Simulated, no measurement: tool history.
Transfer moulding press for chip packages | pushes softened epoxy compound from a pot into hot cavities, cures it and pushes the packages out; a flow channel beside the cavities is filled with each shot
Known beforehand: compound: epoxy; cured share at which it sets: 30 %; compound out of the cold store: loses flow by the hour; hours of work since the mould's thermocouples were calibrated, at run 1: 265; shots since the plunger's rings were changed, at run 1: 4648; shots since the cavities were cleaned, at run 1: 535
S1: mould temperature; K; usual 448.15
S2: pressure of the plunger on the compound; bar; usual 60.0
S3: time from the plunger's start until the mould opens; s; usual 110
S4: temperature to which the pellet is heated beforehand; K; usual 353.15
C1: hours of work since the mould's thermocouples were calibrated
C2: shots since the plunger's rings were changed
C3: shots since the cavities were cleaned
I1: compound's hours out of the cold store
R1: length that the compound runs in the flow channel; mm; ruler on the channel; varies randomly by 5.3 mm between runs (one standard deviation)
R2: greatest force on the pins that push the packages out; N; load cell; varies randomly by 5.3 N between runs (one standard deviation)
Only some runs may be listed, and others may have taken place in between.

run 1 day=0.000 | S1=448.15 S2=60.0 S3=110 S4=353.15 | C1=265 C2=4648 C3=535 | I1=8.5 | R1=1033 R2=327
run 2 day=0.721 | S1=448.15 S2=60.0 S3=110 S4=353.15 | C1=274 C2=4818 C3=705 | I1=17.7 | R1=964 R2=352
-- day=1.288 cavities cleaned with cleaning compound and waxed
run 3 day=2.092 | S1=448.15 S2=60.0 S3=110 S4=353.15 | C1=291 C2=5125 C3=189 | I1=24.2 | R1=911 R2=235
run 4 day=3.079 | S1=448.15 S2=54.7 S3=110 S4=353.15 | C1=304 C2=5356 C3=420 | I1=35.5 | R1=808 R2=295
-- day=3.712 plunger's sealing rings changed
run 5 day=4.583 | S1=448.15 S2=54.7 S3=110 S4=353.15 | C1=322 C2=204 C3=749 | I1=41.2 | R1=808 R2=338
-- day=4.938 cavities cleaned with cleaning compound and waxed
run 6 day=5.804 | S1=455.15 S2=54.7 S3=110 S4=353.15 | C1=336 C2=476 C3=203 | I1=13.8 | R1=968 R2=219
run 7 day=7.050 | S1=447.15 S2=49.0 S3=110 S4=345.15 | C1=352 C2=768 C3=495 | I1=37.2 | R1=792 R2=319
run 8 day=7.721 | S1=447.15 S2=48.0 S3=110 S4=351.15 | C1=361 C2=926 C3=653 | I1=14.3 | R1=917 R2=363
-- day=8.512 cavities cleaned with cleaning compound and waxed
run 9 day=8.838 | S1=451.15 S2=60.1 S3=108 S4=355.15 | C1=375 C2=1174 C3=77 | I1=16.2 | R1=990 R2=210

What will run 10 give?
run 10 day=10.212 | S1=451.15 S2=47.7 S3=97 S4=354.15 | C1=392 C2=1497 C3=400 | I1=38.9 | R1=? R2=?

Run 10 gave R1 755 mm, R2 301 N.
Without the tool's hidden state the same run would have given R1 764 mm, R2 169 N.
